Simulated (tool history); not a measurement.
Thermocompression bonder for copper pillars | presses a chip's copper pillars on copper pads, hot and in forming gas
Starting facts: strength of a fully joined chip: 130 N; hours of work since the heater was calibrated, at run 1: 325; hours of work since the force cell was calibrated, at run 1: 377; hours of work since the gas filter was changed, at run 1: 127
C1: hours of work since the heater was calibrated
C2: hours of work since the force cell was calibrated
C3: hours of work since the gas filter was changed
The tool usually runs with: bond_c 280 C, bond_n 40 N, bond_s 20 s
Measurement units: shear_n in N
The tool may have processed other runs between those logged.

run 1 hour=0 | bond_c=280 bond_n=40 bond_s=20 | C1=325 C2=377 C3=127 | shear_n=65.3
-- hour=9.5 forming gas filter changed
run 2 hour=9.6 | bond_c=280 bond_n=40 bond_s=19 | C1=332 C2=384 C3=0 | shear_n=64.6
run 3 hour=16.9 | bond_c=280 bond_n=24 bond_s=19 | C1=337 C2=389 C3=5 | shear_n=46.1
run 4 hour=27.8 | bond_c=280 bond_n=24 bond_s=19 | C1=344 C2=396 C3=13 | shear_n=46.1
run 5 hour=34.7 | bond_c=280 bond_n=40 bond_s=20 | C1=349 C2=401 C3=17 | shear_n=66.3
run 6 hour=41.7 | bond_c=280 bond_n=29 bond_s=20 | C1=354 C2=406 C3=22 | shear_n=53.7
run 7 hour=53 | bond_c=261 bond_n=29 bond_s=20 | C1=362 C2=414 C3=30 | shear_n=38.9
run 8 hour=61.1 | bond_c=261 bond_n=29 bond_s=20 | C1=368 C2=419 C3=36 | shear_n=38.6
run 9 hour=73.2 | bond_c=261 bond_n=29 bond_s=20 | C1=376 C2=428 C3=44 | shear_n=38.7
run 10 hour=78.6 | bond_c=261 bond_n=29 bond_s=20 | C1=380 C2=431 C3=48 | shear_n=38.7
run 11 hour=87.8 | bond_c=261 bond_n=29 bond_s=20 | C1=386 C2=438 C3=54 | shear_n=38.7
run 12 hour=95.9 | bond_c=261 bond_n=29 bond_s=20 | C1=392 C2=443 C3=60 | shear_n=38.6
run 13 hour=103.9 | bond_c=261 bond_n=29 bond_s=20 | C1=397 C2=449 C3=66 | shear_n=38.2
run 14 hour=110.8 | bond_c=261 bond_n=29 bond_s=20 | C1=402 C2=454 C3=70 | shear_n=38.7
run 15 hour=122.5 | bond_c=280 bond_n=40 bond_s=14 | C1=410 C2=462 C3=78 | shear_n=57.5
run 16 hour=128.3 | bond_c=280 bond_n=40 bond_s=14 | C1=414 C2=466 C3=82 | shear_n=57.4
run 17 hour=139.6 | bond_c=254 bond_n=40 bond_s=14 | C1=422 C2=474 C3=90 | shear_n=36.1
run 18 hour=147.2 | bond_c=254 bond_n=40 bond_s=14 | C1=427 C2=479 C3=96 | shear_n=36.5
run 19 hour=158.9 | bond_c=280 bond_n=40 bond_s=10 | C1=435 C2=487 C3=104 | shear_n=50.1
run 20 hour=168.9 | bond_c=280 bond_n=40 bond_s=10 | C1=442 C2=494 C3=111 | shear_n=50.2
run 21 hour=176.4 | bond_c=251 bond_n=44 bond_s=20 | C1=448 C2=499 C3=116 | shear_n=43.1
run 22 hour=186.4 | bond_c=290 bond_n=54 bond_s=59 | C1=455 C2=506 C3=123 | shear_n=107.6
run 23 hour=194.5 | bond_c=290 bond_n=54 bond_s=59 | C1=460 C2=512 C3=128 | shear_n=108.1
run 24 hour=200.4 | bond_c=306 bond_n=40 bond_s=20 | C1=464 C2=516 C3=133 | shear_n=88.3
-- hour=202.7 forming gas filter changed
run 25 hour=209.4 | bond_c=280 bond_n=33 bond_s=58 | C1=470 C2=522 C3=5 | shear_n=81.1
run 26 hour=219.4 | bond_c=255 bond_n=48 bond_s=28 | C1=477 C2=529 C3=12 | shear_n=55.3
run 27 hour=228.5 | bond_c=255 bond_n=48 bond_s=28 | C1=483 C2=535 C3=18 | shear_n=55.4
run 28 hour=237 | bond_c=291 bond_n=40 bond_s=20 | C1=489 C2=541 C3=24 | shear_n=75.1
run 29 hour=242.2 | bond_c=291 bond_n=57 bond_s=43 | C1=493 C2=545 C3=27 | shear_n=105.1
run 30 hour=251.8 | bond_c=291 bond_n=57 bond_s=43 | C1=500 C2=551 C3=34 | shear_n=105.6
run 31 hour=260.3 | bond_c=291 bond_n=57 bond_s=43 | C1=506 C2=557 C3=40 | shear_n=104.5
run 32 hour=266.4 | bond_c=280 bond_n=49 bond_s=14 | C1=510 C2=562 C3=44 | shear_n=64.1
run 33 hour=276.3 | bond_c=280 bond_n=49 bond_s=14 | C1=517 C2=568 C3=51 | shear_n=64.7
run 34 hour=282.6 | bond_c=280 bond_n=49 bond_s=14 | C1=521 C2=573 C3=55 | shear_n=64.4
run 35 hour=292.2 | bond_c=279 bond_n=47 bond_s=13 | C1=528 C2=580 C3=62 | shear_n=60
run 36 hour=298 | bond_c=307 bond_n=40 bond_s=20 | C1=532 C2=584 C3=66 | shear_n=88.4
run 37 hour=306.1 | bond_c=284 bond_n=40 bond_s=19 | C1=537 C2=589 C3=72 | shear_n=67.2
run 38 hour=318.4 | bond_c=284 bond_n=40 bond_s=19 | C1=546 C2=598 C3=80 | shear_n=66.3
run 39 hour=325.1 | bond_c=296 bond_n=28 bond_s=34 | C1=551 C2=602 C3=85 | shear_n=76.3
run 40 hour=330.2 | bond_c=275 bond_n=40 bond_s=24 | C1=554 C2=606 C3=89 | shear_n=63.3

Hidden state or all else? Some run-to-run changes of shear_n, split into what the settings, what came in and random variation would give without the hidden state, and what is left for the hidden state (with any gauge scatter that isn't in both results):
The hidden state here: true temperature of the bond over the reading, C; force that reaches the chip, % of what is set; oxide that the forming gas leaves, % of the face; drift of the gauge itself on shear_n, %.
Run 21 -> 22: bond_c 251 -> 290, bond_n 44 -> 54, bond_s 20 -> 59. shear_n +64.5 N: hidden state -1.3, all else +65.8.
Run 28 -> 29: bond_n 40 -> 57, bond_s 20 -> 43. shear_n +30 N: hidden state -0.7, all else +30.7.
Run 31 -> 32: bond_c 291 -> 280, bond_n 57 -> 49, bond_s 43 -> 14. shear_n -40.4 N: hidden state +0.9, all else -41.3.
Run 35 -> 36: bond_c 279 -> 307, bond_n 47 -> 40, bond_s 13 -> 20. shear_n +28.4 N: hidden state -0.8, all else +29.2.
